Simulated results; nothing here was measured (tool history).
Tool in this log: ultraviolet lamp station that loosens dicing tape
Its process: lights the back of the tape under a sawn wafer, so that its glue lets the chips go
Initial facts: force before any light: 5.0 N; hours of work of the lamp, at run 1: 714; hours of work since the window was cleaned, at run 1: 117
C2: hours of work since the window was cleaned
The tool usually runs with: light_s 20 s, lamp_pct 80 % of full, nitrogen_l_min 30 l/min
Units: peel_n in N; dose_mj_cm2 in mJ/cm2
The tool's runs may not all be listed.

Run 1, hour 0.0: usual settings; hours of work of the lamp 714; C2 117. Result: peel_n 0.979 N, dose_mj_cm2 192 mJ/cm2.
At hour 38.1: lamp changed.
Run 2, hour 41.6: usual settings; hours of work of the lamp 3; C2 149. Result: peel_n 0.431 N, dose_mj_cm2 332 mJ/cm2.
Run 3, hour 76.0: usual settings but nitrogen_l_min 46 l/min; hours of work of the lamp 30; C2 176. Result: peel_n 0.387 N, dose_mj_cm2 327 mJ/cm2.
Run 4, hour 101.3: usual settings but nitrogen_l_min 46 l/min; hours of work of the lamp 50; C2 196. Result: peel_n 0.362 N, dose_mj_cm2 319 mJ/cm2.
Run 5, hour 146.0: usual settings; hours of work of the lamp 85; C2 231. Result: peel_n 0.455 N, dose_mj_cm2 309 mJ/cm2.
Run 6, hour 192.4: usual settings but lamp_pct 91 % of full; hours of work of the lamp 121; C2 268. Result: peel_n 0.392 N, dose_mj_cm2 345 mJ/cm2.
Run 7, hour 231.1: usual settings but lamp_pct 91 % of full; hours of work of the lamp 152; C2 298. Result: peel_n 0.432 N, dose_mj_cm2 333 mJ/cm2.
Run 8, hour 257.0: usual settings but lamp_pct 91 % of full; hours of work of the lamp 172; C2 318. Result: peel_n 0.438 N, dose_mj_cm2 330 mJ/cm2.
Run 9, hour 287.2: usual settings but lamp_pct 61 % of full; hours of work of the lamp 196; C2 342. Result: peel_n 0.832 N, dose_mj_cm2 215 mJ/cm2.
Run 10, hour 324.5: usual settings but lamp_pct 61 % of full; hours of work of the lamp 225; C2 372. Result: peel_n 0.876 N, dose_mj_cm2 208 mJ/cm2.
Run 11, hour 371.1: usual settings but nitrogen_l_min 10 l/min; hours of work of the lamp 262; C2 408. Result: peel_n 1.177 N, dose_mj_cm2 268 mJ/cm2.
Run 12, hour 412.5: usual settings but nitrogen_l_min 21 l/min; hours of work of the lamp 295; C2 441. Result: peel_n 0.789 N, dose_mj_cm2 258 mJ/cm2.
Run 13, hour 436.8: usual settings; hours of work of the lamp 314; C2 460. Result: peel_n 0.630 N, dose_mj_cm2 252 mJ/cm2.
At hour 440.3: window cleaned of glue's vapour.
Run 14, hour 476.0: usual settings but light_s 21 s, lamp_pct 64 % of full, nitrogen_l_min 12 l/min; hours of work of the lamp 344; C2 28. Result: peel_n 1.490 N, dose_mj_cm2 193 mJ/cm2.
Run 15, hour 507.6: usual settings but light_s 14 s; hours of work of the lamp 369; C2 53. Result: peel_n 1.235 N, dose_mj_cm2 160 mJ/cm2.
Run 16, hour 534.9: usual settings but lamp_pct 60 % of full, nitrogen_l_min 11 l/min; hours of work of the lamp 391; C2 74. Result: peel_n 1.790 N, dose_mj_cm2 165 mJ/cm2.
Run 17, hour 565.7: usual settings but lamp_pct 78 % of full, nitrogen_l_min 18 l/min; hours of work of the lamp 415; C2 99. Result: peel_n 1.129 N, dose_mj_cm2 210 mJ/cm2.
Run 18, hour 598.6: usual settings but lamp_pct 78 % of full, nitrogen_l_min 18 l/min; hours of work of the lamp 441; C2 125. Result: peel_n 1.148 N, dose_mj_cm2 208 mJ/cm2.
Run 19, hour 632.8: usual settings but lamp_pct 78 % of full, nitrogen_l_min 18 l/min; hours of work of the lamp 468; C2 151. Result: peel_n 1.168 N, dose_mj_cm2 204 mJ/cm2.
Run 20, hour 666.3: usual settings but light_s 28 s, lamp_pct 78 % of full, nitrogen_l_min 43 l/min; hours of work of the lamp 494; C2 178. Result: peel_n 0.487 N, dose_mj_cm2 272 mJ/cm2.
At hour 681.2: window cleaned of glue's vapour, once more.
Run 21, hour 686.4: usual settings but light_s 28 s, lamp_pct 78 % of full, nitrogen_l_min 43 l/min; hours of work of the lamp 509; C2 4. Result: peel_n 0.348 N, dose_mj_cm2 332 mJ/cm2.
Run 22, hour 725.7: usual settings but light_s 40 s, lamp_pct 78 % of full, nitrogen_l_min 20 l/min; hours of work of the lamp 540; C2 35. Result: peel_n 0.337 N, dose_mj_cm2 465 mJ/cm2.
Run 23, hour 746.1: usual settings but light_s 40 s, lamp_pct 78 % of full, nitrogen_l_min 20 l/min; hours of work of the lamp 556; C2 51. Result: peel_n 0.358 N, dose_mj_cm2 460 mJ/cm2.
Run 24, hour 787.6: usual settings but light_s 40 s, lamp_pct 78 % of full, nitrogen_l_min 20 l/min; hours of work of the lamp 589; C2 84. Result: peel_n 0.347 N, dose_mj_cm2 442 mJ/cm2.
Run 25, hour 828.3: usual settings but light_s 40 s, lamp_pct 78 % of full, nitrogen_l_min 20 l/min; hours of work of the lamp 621; C2 116. Result: peel_n 0.385 N, dose_mj_cm2 422 mJ/cm2.
Run 26, hour 869.1: usual settings but light_s 40 s, lamp_pct 78 % of full, nitrogen_l_min 20 l/min; hours of work of the lamp 653; C2 148. Result: peel_n 0.380 N, dose_mj_cm2 411 mJ/cm2.

5 options for the next run, each taken on its own from the tool as it stands now. Forecast them:
Run A, hour 913.3: usual settings but light_s 29 s, lamp_pct 90 % of full, nitrogen_l_min 37 l/min; hours of work of the lamp 688; C2 183. Result: peel_n ?, dose_mj_cm2 ?.
Run B, hour 913.3: usual settings but nitrogen_l_min 31 l/min; hours of work of the lamp 688; C2 183. Result: peel_n ?, dose_mj_cm2 ?.
Run C, hour 913.3: usual settings but light_s 28 s, lamp_pct 91 % of full, nitrogen_l_min 11 l/min; hours of work of the lamp 688; C2 183. Result: peel_n ?, dose_mj_cm2 ?.
Run D, hour 913.3: usual settings but light_s 26 s, lamp_pct 65 % of full, nitrogen_l_min 16 l/min; hours of work of the lamp 688; C2 183. Result: peel_n ?, dose_mj_cm2 ?.
Run E, hour 913.3: usual settings but light_s 33 s, lamp_pct 72 % of full, nitrogen_l_min 13 l/min; hours of work of the lamp 688; C2 183. Result: peel_n ?, dose_mj_cm2 ?.

run  peel_n  dose_mj_cm2
  A   0.402          328
  B   0.843          202
  C   0.859          318
  D   1.157          216
  E   0.815          297
What these runs would have given with no unlogged condition in the tool:
run  peel_n  dose_mj_cm2
  A   0.265          567
  B   0.370          349
  C   0.381          551
  D   0.513          373
  E   0.358          516

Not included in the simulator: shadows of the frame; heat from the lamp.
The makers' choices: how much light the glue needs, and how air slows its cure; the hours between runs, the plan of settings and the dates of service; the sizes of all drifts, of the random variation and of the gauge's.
